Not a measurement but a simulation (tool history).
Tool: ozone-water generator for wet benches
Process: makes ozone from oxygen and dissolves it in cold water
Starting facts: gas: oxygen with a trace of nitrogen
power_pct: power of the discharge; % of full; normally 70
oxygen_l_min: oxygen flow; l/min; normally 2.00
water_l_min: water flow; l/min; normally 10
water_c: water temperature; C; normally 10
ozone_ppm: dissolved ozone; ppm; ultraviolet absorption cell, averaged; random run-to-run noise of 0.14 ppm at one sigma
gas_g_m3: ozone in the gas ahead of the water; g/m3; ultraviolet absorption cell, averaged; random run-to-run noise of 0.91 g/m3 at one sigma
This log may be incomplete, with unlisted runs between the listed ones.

run,hour,power_pct,oxygen_l_min,water_l_min,water_c,ozone_ppm,gas_g_m3
1,0.0,70,2.00,10,10,17.0,151.3
2,47.3,70,2.00,10,10,16.9,151.2
3,82.0,70,2.00,10,10,17.1,150.8
4,118.9,70,2.00,10,10,17.0,151.6
5,152.3,70,2.00,10,10,16.9,151.5
6,193.2,70,2.00,10,10,17.1,150.9
7,225.6,70,2.00,10,10,16.7,149.5
8,270.5,70,2.00,10,10,16.9,151.2
9,293.3,70,2.00,10,10,17.0,150.9
10,323.5,70,2.00,10,10,16.9,149.4
11,368.3,67,2.15,11,16,14.3,141.1
12,405.6,67,2.15,11,16,14.3,140.0
# hour 413.0: contactor cleaned
13,435.9,67,2.15,11,16,14.2,139.8
14,477.1,67,2.15,11,16,14.2,140.0
15,500.3,67,2.15,11,11,14.8,139.9
16,531.0,64,3.52,11,11,15.7,106.6
17,562.0,64,3.52,11,11,15.8,107.6
18,584.8,44,3.36,12,10,11.1,81.8
19,629.3,56,2.03,10,10,14.1,124.7

Each row is a separate what-if for the run after 19, all from the same tool condition, not one after another. Results?
# hour 638.2: contactor cleaned, once more
A,677.2,86,2.20,10,10,?,?
# hour 638.2: contactor cleaned, once more
B,677.2,53,2.03,7,16,?,?
# hour 638.2: contactor cleaned, once more
C,677.2,70,2.00,8,10,?,?
# hour 638.2: contactor cleaned, once more
D,677.2,56,1.35,10,10,?,?
# hour 638.2: contactor cleaned, once more
E,677.2,58,1.29,10,10,?,?

run,ozone_ppm,gas_g_m3
A,20.7,169.7
B,16.6,119.5
C,20.5,149.2
D,13.0,149.3
E,12.9,156.1
The same runs, with their run-to-run variation unchanged, on a tool lacking any hidden condition would have given:
run,ozone_ppm,gas_g_m3
A,21.1,172.0
B,16.9,120.6
C,20.8,151.0
D,13.2,150.8
E,13.1,157.7
